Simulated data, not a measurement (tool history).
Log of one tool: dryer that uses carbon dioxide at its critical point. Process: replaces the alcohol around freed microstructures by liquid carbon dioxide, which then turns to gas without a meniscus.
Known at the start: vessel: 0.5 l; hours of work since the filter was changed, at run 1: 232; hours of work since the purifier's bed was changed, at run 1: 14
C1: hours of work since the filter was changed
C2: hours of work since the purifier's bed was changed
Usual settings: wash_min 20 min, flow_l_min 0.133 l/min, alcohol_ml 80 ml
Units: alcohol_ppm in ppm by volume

run 1 hour=0 | wash_min=20 flow_l_min=0.133 alcohol_ml=80 | C1=232 C2=14 | alcohol_ppm=1429
run 2 hour=6.6 | wash_min=20 flow_l_min=0.133 alcohol_ml=80 | C1=235 C2=17 | alcohol_ppm=1445
run 3 hour=13.4 | wash_min=20 flow_l_min=0.133 alcohol_ml=80 | C1=239 C2=21 | alcohol_ppm=1406
run 4 hour=21.6 | wash_min=20 flow_l_min=0.133 alcohol_ml=80 | C1=243 C2=25 | alcohol_ppm=1438
run 5 hour=30.6 | wash_min=20 flow_l_min=0.133 alcohol_ml=80 | C1=248 C2=30 | alcohol_ppm=1424
run 6 hour=36.1 | wash_min=20 flow_l_min=0.194 alcohol_ml=80 | C1=251 C2=33 | alcohol_ppm=153
run 7 hour=41.4 | wash_min=20 flow_l_min=0.133 alcohol_ml=80 | C1=254 C2=36 | alcohol_ppm=1455
run 8 hour=49.3 | wash_min=20 flow_l_min=0.133 alcohol_ml=59 | C1=258 C2=40 | alcohol_ppm=1075
run 9 hour=57.2 | wash_min=20 flow_l_min=0.133 alcohol_ml=59 | C1=262 C2=44 | alcohol_ppm=1120
run 10 hour=62 | wash_min=21 flow_l_min=0.151 alcohol_ml=41 | C1=264 C2=46 | alcohol_ppm=306
run 11 hour=67.9 | wash_min=20 flow_l_min=0.136 alcohol_ml=80 | C1=267 C2=49 | alcohol_ppm=1331
run 12 hour=73.9 | wash_min=16 flow_l_min=0.133 alcohol_ml=72 | C1=271 C2=53 | alcohol_ppm=3423
run 13 hour=81.2 | wash_min=23 flow_l_min=0.126 alcohol_ml=27 | C1=274 C2=56 | alcohol_ppm=336

Measured less the same run without the tool's hidden state. The same run-to-run variation is in both; the gauge's scatter may not be:
The hidden state here: flow that reaches the vessel past the clogged filter, %; alcohol in the recycled carbon dioxide, ppm; drift of the gauge itself on alcohol_ppm, %.
run=1 alcohol_ppm=+392
run=2 alcohol_ppm=+403
run=3 alcohol_ppm=+400
run=4 alcohol_ppm=+411
run=5 alcohol_ppm=+419
run=6 alcohol_ppm=+60
run=7 alcohol_ppm=+433
run=8 alcohol_ppm=+324
run=9 alcohol_ppm=+344
run=10 alcohol_ppm=+110
run=11 alcohol_ppm=+421
run=12 alcohol_ppm=+895
run=13 alcohol_ppm=+118

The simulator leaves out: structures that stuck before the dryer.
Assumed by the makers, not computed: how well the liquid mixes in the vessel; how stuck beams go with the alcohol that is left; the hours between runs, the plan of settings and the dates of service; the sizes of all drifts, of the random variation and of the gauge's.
